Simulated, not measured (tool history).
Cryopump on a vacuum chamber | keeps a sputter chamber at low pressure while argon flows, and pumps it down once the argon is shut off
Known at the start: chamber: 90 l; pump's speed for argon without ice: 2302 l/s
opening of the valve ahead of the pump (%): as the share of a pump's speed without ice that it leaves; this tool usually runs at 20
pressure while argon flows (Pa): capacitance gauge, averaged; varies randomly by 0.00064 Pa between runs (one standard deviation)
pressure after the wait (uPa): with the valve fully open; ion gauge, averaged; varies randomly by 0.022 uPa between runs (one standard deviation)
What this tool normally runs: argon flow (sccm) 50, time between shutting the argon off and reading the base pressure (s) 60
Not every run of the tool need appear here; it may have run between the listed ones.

run     day  argon flow (sccm)  time between shutting the argon off and reading the base pressure (s)  opening of the valve ahead of the pump (%)  pressure while argon flows (Pa)  pressure after the wait (uPa)
  1       0                 50                                                                     60                                          20                            0.185                           1.08
  2   1.846                 50                                                                     60                                          20                            0.185                           1.09
  3     4.3                 50                                                                     60                                          20                           0.1858                           1.15
  4   6.133                 50                                                                     60                                          20                            0.185                           1.15
  5     9.5                 50                                                                     60                                          20                           0.1861                            1.2
  6   11.95                 50                                                                     60                                          20                           0.1853                           1.23
  7  14.546                 50                                                                     60                                          20                           0.1864                           1.28
  8  17.629                 50                                                                     60                                          20                           0.1868                           1.26
  9  19.671                 50                                                                    289                                          20                           0.1885                           0.98
 10  22.408                 50                                                                    289                                          20                           0.1875                           1.01
 11      24                 50                                                                     60                                          20                           0.1884                           1.44
 12  27.229                 50                                                                     60                                          20                           0.1881                           1.49
 13  29.421                 50                                                                     60                                          20                           0.1892                           1.51
 14  31.946                 21                                                                     60                                          20                           0.0789                           1.53
 15      34                 50                                                                     60                                          20                           0.1892                           1.59
 16  36.642                 50                                                                     83                                          20                           0.1904                           1.43
 17  38.404                 50                                                                     83                                          37                           0.1061                            1.5
 18  40.912                 37                                                                    205                                          20                           0.1426                           1.32
 19  43.125                 73                                                                    168                                          15                           0.3684                           1.45
     45.179  -- pump warmed up, emptied and cooled again
 20  45.525                 35                                                                    168                                          15                           0.1724                           1.24
 21  49.054                 35                                                                    168                                          15                           0.1725                           1.27
 22  50.558                 50                                                                     31                                          45                           0.0818                           2.01
 23  53.738                 50                                                                     31                                          45                           0.0837                           2.06
 24  57.088                 50                                                                     51                                          24                           0.1554                           1.75
 25  58.638                 32                                                                    160                                          43                            0.056                           1.43
 26  60.904                 32                                                                    160                                          43                           0.0561                           1.48
 27  62.808                 32                                                                    160                                          43                           0.0565                           1.44
 28  65.638                 32                                                                    160                                          43                           0.0566                           1.51
     68.688  -- leaking fittings of the chamber tightened, without venting
 29  68.921                 92                                                                     60                                          37                           0.1896                           0.65
 30  71.879                 83                                                                     60                                          37                           0.1723                           0.65
 31  74.758                 83                                                                     29                                          58                           0.1124                           1.16
 32  77.783                 83                                                                     29                                          58                            0.113                           1.19
 33  79.929                 21                                                                    267                                          44                           0.0374                           0.37
 34  82.488                 21                                                                    267                                          44                           0.0374                           0.42

Table of differences, measured result less the result of that run with no hidden state. Run-to-run variation is the same in both. Gauge scatter possibly is not:
What the log doesn't record here: pump's speed, % of a pump's without ice; cold plate's temperature, K; leak into the chamber, uPa l/s; drift of the gauge itself on working_pa, %; drift of the gauge itself on base_upa, %.
run  pressure while argon flows (Pa)  pressure after the wait (uPa)
  1                          +0.0014                          +0.47
  2                          +0.0016                           +0.5
  3                           +0.002                          +0.54
  4                          +0.0022                          +0.57
  5                          +0.0026                           +0.6
  6                          +0.0029                          +0.65
  7                          +0.0032                          +0.67
  8                          +0.0036                           +0.7
  9                          +0.0041                          +0.75
 10                          +0.0044                          +0.77
 11                          +0.0046                          +0.81
 12                          +0.0051                          +0.88
 13                          +0.0055                           +0.9
 14                          +0.0024                          +0.93
 15                          +0.0061                          +0.99
 16                          +0.0066                          +0.98
 17                          +0.0069                          +1.04
 18                          +0.0054                          +1.06
 19                          +0.0111                          +1.13
 20                          +0.0006                          +0.93
 21                          +0.0009                          +0.99
 22                          +0.0014                             +1
 23                          +0.0019                          +1.05
 24                          +0.0022                           +1.1
 25                          +0.0015                          +1.13
 26                          +0.0018                          +1.16
 27                          +0.0019                          +1.18
 28                          +0.0022                          +1.23
 29                          +0.0071                          +0.03
 30                          +0.0071                          +0.06
 31                          +0.0077                          +0.09
 32                          +0.0084                          +0.13
 33                          +0.0023                          +0.17
 34                          +0.0025                           +0.2
